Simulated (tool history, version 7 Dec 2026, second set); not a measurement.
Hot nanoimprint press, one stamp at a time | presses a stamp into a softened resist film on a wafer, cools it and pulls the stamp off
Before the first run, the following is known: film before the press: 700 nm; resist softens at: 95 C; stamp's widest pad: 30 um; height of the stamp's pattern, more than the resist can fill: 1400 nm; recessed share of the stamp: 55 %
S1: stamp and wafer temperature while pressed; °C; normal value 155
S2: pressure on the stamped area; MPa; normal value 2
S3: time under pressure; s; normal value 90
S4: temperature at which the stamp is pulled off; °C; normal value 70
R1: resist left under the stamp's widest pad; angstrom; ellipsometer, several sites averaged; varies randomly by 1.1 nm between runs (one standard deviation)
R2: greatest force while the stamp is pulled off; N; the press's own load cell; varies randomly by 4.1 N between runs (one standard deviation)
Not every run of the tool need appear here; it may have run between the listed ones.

{"run": 1, "hour": 0.0, "S1": 155, "S2": 2, "S3": 90, "S4": 70, "R1": 3589, "R2": 199}
{"run": 2, "hour": 15.0, "S1": 155, "S2": 2, "S3": 90, "S4": 70, "R1": 3579, "R2": 202}
{"run": 3, "hour": 28.8, "S1": 155, "S2": 2.03, "S3": 90, "S4": 70, "R1": 3558, "R2": 200}
{"run": 4, "hour": 39.6, "S1": 158, "S2": 2.03, "S3": 90, "S4": 70, "R1": 3103, "R2": 192}
{"run": 5, "hour": 55.8, "S1": 155, "S2": 2, "S3": 90, "S4": 70, "R1": 3566, "R2": 196}
{"run": 6, "hour": 64.4, "S1": 155, "S2": 2, "S3": 90, "S4": 69, "R1": 3555, "R2": 201}
{"run": 7, "hour": 79.4, "S1": 155, "S2": 2, "S3": 90, "S4": 69, "R1": 3550, "R2": 211}
{"run": 8, "hour": 92.0, "S1": 155, "S2": 2, "S3": 90, "S4": 69, "R1": 3563, "R2": 212}
{"hour": 100.7, "done": "stamp cleaned and given a new release coat"}
{"run": 9, "hour": 109.9, "S1": 155, "S2": 2, "S3": 90, "S4": 69, "R1": 3548, "R2": 210}
{"run": 10, "hour": 124.3, "S1": 155, "S2": 1.22, "S3": 90, "S4": 69, "R1": 4268, "R2": 203}
{"run": 11, "hour": 138.3, "S1": 151, "S2": 2.92, "S3": 112, "S4": 63, "R1": 3359, "R2": 225}
{"run": 12, "hour": 148.7, "S1": 152, "S2": 1.84, "S3": 110, "S4": 58, "R1": 3884, "R2": 254}
{"run": 13, "hour": 155.4, "S1": 152, "S2": 1.35, "S3": 103, "S4": 75, "R1": 4410, "R2": 176}
{"run": 14, "hour": 162.3, "S1": 164, "S2": 2, "S3": 106, "S4": 70, "R1": 2204, "R2": 196}
{"run": 15, "hour": 174.3, "S1": 145, "S2": 2.67, "S3": 68, "S4": 67, "R1": 5103, "R2": 214}
{"run": 16, "hour": 190.3, "S1": 161, "S2": 3.11, "S3": 90, "S4": 74, "R1": 2200, "R2": 183}

Selected run-to-run steps in R1, each split into two signed amounts: the part the tool would show with no hidden state at all (from settings, incoming material and random variation), and the remainder, which goes to the hidden state together with any gauge scatter not common to the measured and the hidden-state-free results:
The hidden state here: true temperature over the reading, C; pressure that arrives at the usual setting, %; grip of the stamp's worn release coat, % over a new coat's; drift of the gauge itself on residual_nm, %; drift of the gauge itself on pull_off_n, %.
Run 14 -> 15: S1 164 -> 145, S2 2 -> 2.67, S3 106 -> 68, S4 70 -> 67. R1 +2899 angstrom: hidden state -41, all else +2940.
Run 15 -> 16: S1 145 -> 161, S2 2.67 -> 3.11, S3 68 -> 90, S4 67 -> 74. R1 -2903 angstrom: hidden state +36, all else -2939.

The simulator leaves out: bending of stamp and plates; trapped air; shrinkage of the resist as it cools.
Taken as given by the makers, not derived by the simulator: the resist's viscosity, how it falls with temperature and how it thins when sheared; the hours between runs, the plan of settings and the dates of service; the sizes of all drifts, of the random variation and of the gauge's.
